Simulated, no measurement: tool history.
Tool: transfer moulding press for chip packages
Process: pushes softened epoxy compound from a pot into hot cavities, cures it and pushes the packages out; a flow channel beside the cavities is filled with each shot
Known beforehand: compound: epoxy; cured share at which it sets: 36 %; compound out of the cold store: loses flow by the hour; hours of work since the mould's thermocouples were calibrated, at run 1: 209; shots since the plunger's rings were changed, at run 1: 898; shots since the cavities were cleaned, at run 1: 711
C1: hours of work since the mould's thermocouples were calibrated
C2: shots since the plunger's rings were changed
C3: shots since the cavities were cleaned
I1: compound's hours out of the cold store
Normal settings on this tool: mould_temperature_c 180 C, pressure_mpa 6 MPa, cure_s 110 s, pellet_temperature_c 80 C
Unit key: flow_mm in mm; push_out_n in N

{"run": 1, "hour": 0.0, "mould_temperature_c": 180, "pressure_mpa": 6, "cure_s": 110, "pellet_temperature_c": 80, "C1": 209, "C2": 898, "C3": 711, "I1": 27.2, "flow_mm": 482, "push_out_n": 810}
{"hour": 6.0, "done": "cavities cleaned with cleaning compound and waxed"}
{"run": 2, "hour": 13.1, "mould_temperature_c": 180, "pressure_mpa": 6, "cure_s": 110, "pellet_temperature_c": 80, "C1": 215, "C2": 1001, "C3": 63, "I1": 19, "flow_mm": 503, "push_out_n": 500}
{"run": 3, "hour": 23.6, "mould_temperature_c": 180, "pressure_mpa": 6, "cure_s": 110, "pellet_temperature_c": 80, "C1": 221, "C2": 1093, "C3": 155, "I1": 20, "flow_mm": 500, "push_out_n": 576}
{"run": 4, "hour": 31.5, "mould_temperature_c": 180, "pressure_mpa": 6, "cure_s": 110, "pellet_temperature_c": 80, "C1": 226, "C2": 1164, "C3": 226, "I1": 31, "flow_mm": 470, "push_out_n": 594}
{"run": 5, "hour": 45.7, "mould_temperature_c": 180, "pressure_mpa": 6, "cure_s": 110, "pellet_temperature_c": 80, "C1": 234, "C2": 1289, "C3": 351, "I1": 13, "flow_mm": 518, "push_out_n": 682}
{"run": 6, "hour": 63.3, "mould_temperature_c": 180, "pressure_mpa": 6, "cure_s": 92, "pellet_temperature_c": 80, "C1": 244, "C2": 1446, "C3": 508, "I1": 30.9, "flow_mm": 467, "push_out_n": 922}
{"run": 7, "hour": 78.0, "mould_temperature_c": 180, "pressure_mpa": 6, "cure_s": 92, "pellet_temperature_c": 80, "C1": 252, "C2": 1576, "C3": 638, "I1": 13.5, "flow_mm": 514, "push_out_n": 1092}
{"hour": 91.8, "done": "cavities cleaned with cleaning compound and waxed"}
{"run": 8, "hour": 92.9, "mould_temperature_c": 180, "pressure_mpa": 6, "cure_s": 92, "pellet_temperature_c": 80, "C1": 260, "C2": 1694, "C3": 9, "I1": 30.7, "flow_mm": 467, "push_out_n": 578}
{"run": 9, "hour": 107.8, "mould_temperature_c": 180, "pressure_mpa": 6, "cure_s": 101, "pellet_temperature_c": 80, "C1": 268, "C2": 1827, "C3": 142, "I1": 25.7, "flow_mm": 480, "push_out_n": 606}
{"run": 10, "hour": 120.2, "mould_temperature_c": 180, "pressure_mpa": 6, "cure_s": 101, "pellet_temperature_c": 80, "C1": 275, "C2": 1936, "C3": 251, "I1": 18, "flow_mm": 498, "push_out_n": 680}
{"run": 11, "hour": 133.3, "mould_temperature_c": 180, "pressure_mpa": 6, "cure_s": 110, "pellet_temperature_c": 80, "C1": 282, "C2": 2052, "C3": 367, "I1": 9.1, "flow_mm": 520, "push_out_n": 682}
{"run": 12, "hour": 142.1, "mould_temperature_c": 180, "pressure_mpa": 6, "cure_s": 110, "pellet_temperature_c": 80, "C1": 287, "C2": 2130, "C3": 445, "I1": 26.6, "flow_mm": 473, "push_out_n": 687}
{"run": 13, "hour": 156.1, "mould_temperature_c": 178, "pressure_mpa": 6, "cure_s": 110, "pellet_temperature_c": 80, "C1": 295, "C2": 2255, "C3": 570, "I1": 19.2, "flow_mm": 493, "push_out_n": 818}
{"run": 14, "hour": 166.4, "mould_temperature_c": 178, "pressure_mpa": 6, "cure_s": 110, "pellet_temperature_c": 80, "C1": 301, "C2": 2346, "C3": 661, "I1": 43.1, "flow_mm": 436, "push_out_n": 801}
{"hour": 177.3, "done": "cavities cleaned with cleaning compound and waxed"}
{"run": 15, "hour": 177.3, "mould_temperature_c": 178, "pressure_mpa": 6, "cure_s": 110, "pellet_temperature_c": 80, "C1": 307, "C2": 2430, "C3": 0, "I1": 21.1, "flow_mm": 492, "push_out_n": 469}
{"run": 16, "hour": 186.8, "mould_temperature_c": 180, "pressure_mpa": 6, "cure_s": 110, "pellet_temperature_c": 73, "C1": 312, "C2": 2514, "C3": 84, "I1": 42.9, "flow_mm": 431, "push_out_n": 484}
{"run": 17, "hour": 201.6, "mould_temperature_c": 180, "pressure_mpa": 6, "cure_s": 110, "pellet_temperature_c": 73, "C1": 320, "C2": 2645, "C3": 215, "I1": 28.4, "flow_mm": 463, "push_out_n": 590}
{"run": 18, "hour": 212.6, "mould_temperature_c": 186, "pressure_mpa": 6.06, "cure_s": 97, "pellet_temperature_c": 79, "C1": 326, "C2": 2742, "C3": 312, "I1": 35.7, "flow_mm": 437, "push_out_n": 580}
{"run": 19, "hour": 230.0, "mould_temperature_c": 186, "pressure_mpa": 6.06, "cure_s": 97, "pellet_temperature_c": 79, "C1": 336, "C2": 2896, "C3": 466, "I1": 38.4, "flow_mm": 429, "push_out_n": 666}
{"run": 20, "hour": 241.1, "mould_temperature_c": 188, "pressure_mpa": 5.48, "cure_s": 144, "pellet_temperature_c": 83, "C1": 343, "C2": 2995, "C3": 565, "I1": 23.2, "flow_mm": 439, "push_out_n": 638}
{"run": 21, "hour": 251.3, "mould_temperature_c": 188, "pressure_mpa": 5.48, "cure_s": 144, "pellet_temperature_c": 83, "C1": 348, "C2": 3085, "C3": 655, "I1": 13.6, "flow_mm": 466, "push_out_n": 647}
{"run": 22, "hour": 259.5, "mould_temperature_c": 173, "pressure_mpa": 6, "cure_s": 110, "pellet_temperature_c": 80, "C1": 353, "C2": 3158, "C3": 728, "I1": 32.9, "flow_mm": 464, "push_out_n": 1154}
{"hour": 263.3, "done": "plunger's sealing rings changed"}
{"hour": 265.6, "done": "cavities cleaned with cleaning compound and waxed"}
{"run": 23, "hour": 279.6, "mould_temperature_c": 173, "pressure_mpa": 5.49, "cure_s": 110, "pellet_temperature_c": 87, "C1": 362, "C2": 132, "C3": 124, "I1": 27.9, "flow_mm": 481, "push_out_n": 758}
{"run": 24, "hour": 295.6, "mould_temperature_c": 173, "pressure_mpa": 5.49, "cure_s": 110, "pellet_temperature_c": 87, "C1": 371, "C2": 274, "C3": 266, "I1": 37.6, "flow_mm": 456, "push_out_n": 860}
{"run": 25, "hour": 312.1, "mould_temperature_c": 187, "pressure_mpa": 4.61, "cure_s": 101, "pellet_temperature_c": 86, "C1": 381, "C2": 420, "C3": 412, "I1": 37.8, "flow_mm": 392, "push_out_n": 605}
{"run": 26, "hour": 328.1, "mould_temperature_c": 182, "pressure_mpa": 6.42, "cure_s": 130, "pellet_temperature_c": 86, "C1": 390, "C2": 561, "C3": 553, "I1": 32.3, "flow_mm": 484, "push_out_n": 636}
{"run": 27, "hour": 340.7, "mould_temperature_c": 176, "pressure_mpa": 4.55, "cure_s": 130, "pellet_temperature_c": 77, "C1": 397, "C2": 674, "C3": 666, "I1": 41.3, "flow_mm": 399, "push_out_n": 703}
{"hour": 351.4, "done": "cavities cleaned with cleaning compound and waxed"}
{"run": 28, "hour": 352.2, "mould_temperature_c": 183, "pressure_mpa": 5.02, "cure_s": 110, "pellet_temperature_c": 80, "C1": 402, "C2": 762, "C3": 7, "I1": 19.5, "flow_mm": 456, "push_out_n": 419}
{"run": 29, "hour": 369.1, "mould_temperature_c": 183, "pressure_mpa": 5.02, "cure_s": 110, "pellet_temperature_c": 80, "C1": 412, "C2": 912, "C3": 157, "I1": 31.4, "flow_mm": 426, "push_out_n": 508}

Across each entry between runs, compare the hidden state at the last listed run before it with the hidden state at the first listed run after it:
After run 1, before run 2: cavities cleaned with cleaning compound and waxed (hour 6)
  pressure that reaches the compound, % of what is set: 96.39 -> 96.05; grip of the stained cavities, % over clean ones': 83.8 -> 11.7
  what was measured, less what the result would be without the hidden state, flow_mm: -9 -> -11 mm; push_out_n: +368 -> +48 N
After run 7, before run 8: cavities cleaned with cleaning compound and waxed (hour 91.8)
  pressure that reaches the compound, % of what is set: 94.13 -> 93.74; grip of the stained cavities, % over clean ones': 77.3 -> 4.1
  what was measured, less what the result would be without the hidden state, flow_mm: -17 -> -15 mm; push_out_n: +464 -> +13 N
After run 14, before run 15: cavities cleaned with cleaning compound and waxed (hour 177.3)
  true mould temperature over the reading, C: 0.33 -> 0.34; pressure that reaches the compound, % of what is set: 91.52 -> 91.25; grip of the stained cavities, % over clean ones': 78.8 -> 2.5
  what was measured, less what the result would be without the hidden state, flow_mm: -20 -> -24 mm; push_out_n: +348 -> +3 N
After run 22, before run 23: plunger's sealing rings changed (hour 263.3); cavities cleaned with cleaning compound and waxed (hour 265.6)
  true mould temperature over the reading, C: 0.4 -> 0.41; pressure that reaches the compound, % of what is set: 88.67 -> 99.53; grip of the stained cavities, % over clean ones': 82.8 -> 23
  what was measured, less what the result would be without the hidden state, flow_mm: -30 -> -2 mm; push_out_n: +506 -> +123 N
After run 27, before run 28: cavities cleaned with cleaning compound and waxed (hour 351.4)
  true mould temperature over the reading, C: 0.46 -> 0.47; pressure that reaches the compound, % of what is set: 97.64 -> 97.35; grip of the stained cavities, % over clean ones': 78.7 -> 1.9
  what was measured, less what the result would be without the hidden state, flow_mm: -5 -> -7 mm; push_out_n: +307 -> +3 N
